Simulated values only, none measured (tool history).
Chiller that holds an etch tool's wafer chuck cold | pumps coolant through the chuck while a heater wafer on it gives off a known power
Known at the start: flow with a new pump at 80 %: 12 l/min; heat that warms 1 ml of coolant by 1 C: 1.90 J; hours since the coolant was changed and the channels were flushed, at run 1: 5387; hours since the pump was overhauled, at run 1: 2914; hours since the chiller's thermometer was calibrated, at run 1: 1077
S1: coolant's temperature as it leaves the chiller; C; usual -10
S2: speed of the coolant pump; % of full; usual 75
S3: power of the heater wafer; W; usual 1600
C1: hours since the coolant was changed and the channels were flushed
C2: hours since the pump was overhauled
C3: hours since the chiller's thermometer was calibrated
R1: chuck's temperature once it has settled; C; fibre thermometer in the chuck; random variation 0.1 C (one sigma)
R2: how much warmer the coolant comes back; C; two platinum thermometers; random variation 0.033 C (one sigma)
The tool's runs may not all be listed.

run	hour	S1	S2	S3	C1	C2	C3	R1	R2
1	0.0	-10	75	1600	5387	2914	1077	7.5	4.53
2	131.3	-10	75	854	5518	3046	1208	-0.6	2.39
3	216.0	-10	75	854	5603	3130	1293	-0.7	2.32
# hour 269.2: coolant changed, channels flushed
4	351.2	-10	75	1600	82	3260	1422	7.4	4.48
5	429.6	-10	75	2226	160	3338	1501	14.2	6.21
6	557.1	-10	75	2226	288	3465	1628	14.1	6.18
7	667.4	-10	75	2226	398	3576	1739	14.1	6.14
8	781.9	-10	75	2226	513	3690	1853	14.1	6.15
9	867.3	-10	75	2226	598	3776	1939	14.2	6.08
10	949.1	-10	75	1600	680	3857	2020	7.4	4.30
11	1067.3	-10	75	1600	798	3976	2138	7.4	4.30
12	1197.9	-10	75	1600	929	4106	2269	7.4	4.29
13	1329.4	-10	75	1600	1060	4238	2401	7.4	4.27
14	1448.7	-10	74	1074	1179	4357	2520	1.8	2.83
15	1556.5	-10	74	1074	1287	4465	2628	2.0	2.75
16	1656.7	-1	92	900	1387	4565	2728	7.1	1.66
17	1742.0	-5	73	1130	1473	4650	2813	7.8	2.94
18	1855.6	-5	75	1519	1586	4764	2927	11.7	3.90
19	1910.8	-18	78	878	1642	4819	2982	-8.7	1.94
20	2032.1	-18	78	878	1763	4940	3103	-8.6	1.95
21	2129.1	-9	67	1600	1860	5038	3200	10.0	4.65
22	2212.6	-9	67	1600	1943	5121	3284	10.3	4.65
23	2297.0	-9	67	1600	2028	5205	3368	10.4	4.67
# hour 2336.0: gauge calibrated
24	2396.5	-9	67	1600	2127	5305	3468	10.5	5.10
25	2530.9	-9	67	1600	2262	5439	3602	10.3	5.03

4 ways to go on from here, each from the tool as it stands after run 25. What would each give?
A	2607.9	-19	83	1030	2339	5516	3679	?	?
B	2607.9	-6	69	1549	2339	5516	3679	?	?
C	2607.9	-10	75	2246	2339	5516	3679	?	?
D	2607.9	-2	69	1600	2339	5516	3679	?	?

run	R1	R2
A	-8.9	2.59
B	12.0	4.69
C	14.5	6.27
D	16.8	4.91
Without the tool's hidden state the same runs would have given:
run	R1	R2
A	-8.9	2.64
B	12.0	4.75
C	14.4	6.33
D	16.8	4.96

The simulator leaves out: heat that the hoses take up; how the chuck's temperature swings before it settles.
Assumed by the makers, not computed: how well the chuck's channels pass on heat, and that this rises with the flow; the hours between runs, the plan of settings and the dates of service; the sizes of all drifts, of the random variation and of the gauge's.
